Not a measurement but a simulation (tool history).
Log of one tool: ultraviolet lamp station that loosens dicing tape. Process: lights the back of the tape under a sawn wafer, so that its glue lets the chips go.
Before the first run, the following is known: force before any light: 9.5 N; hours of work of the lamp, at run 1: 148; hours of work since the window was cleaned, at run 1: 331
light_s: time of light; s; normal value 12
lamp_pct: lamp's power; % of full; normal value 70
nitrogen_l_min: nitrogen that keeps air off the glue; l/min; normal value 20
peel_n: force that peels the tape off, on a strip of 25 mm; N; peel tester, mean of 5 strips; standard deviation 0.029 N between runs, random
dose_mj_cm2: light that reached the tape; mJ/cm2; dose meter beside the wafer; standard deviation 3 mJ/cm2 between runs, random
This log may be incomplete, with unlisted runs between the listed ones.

run	hour	light_s	lamp_pct	nitrogen_l_min	hours of work of the lamp	hours of work since the window was cleaned	peel_n	dose_mj_cm2
1	0	12	70	20	148	331	1.896	379
2	38.4	12	70	9	178	361	2.402	383
3	66.7	12	70	20	200	383	1.922	374
4	101.2	12	70	20	227	410	2.044	364
5	126.1	12	70	20	246	430	2.085	361
6	174.8	12	70	20	284	467	2.111	351
7	223.6	12	70	20	322	506	2.261	344
# hour 226.6: window cleaned of glue's vapour
8	253.1	12	70	20	345	21	2.38	328
9	302.8	12	69	20	383	59	2.579	314
10	327.2	12	82	22	402	78	1.941	369
11	355.6	10	86	11	424	100	2.859	317
12	393.4	10	69	12	454	130	3.772	249
13	433.5	10	69	12	485	161	3.859	245
14	466.3	11	70	36	511	187	2.842	266
# hour 487.4: window cleaned of glue's vapour, once more
15	487.4	12	76	25	527	0	1.682	395
16	508.2	6	65	25	543	16	4.571	165

Predict each of these 4 candidate next runs independently; none follows another, all start after run 16:
A	551.3	11	66	9	576	50	?	?
B	551.3	6	65	7	576	50	?	?
C	551.3	6	65	9	576	50	?	?
D	551.3	6	65	31	576	50	?	?

run	peel_n	dose_mj_cm2
A	3.044	304
B	5.417	160
C	5.388	162
D	4.648	161
The same runs, with their run-to-run variation unchanged, on a tool lacking any hidden condition would have given:
run	peel_n	dose_mj_cm2
A	2.191	397
B	4.576	209
C	4.509	212
D	3.719	210
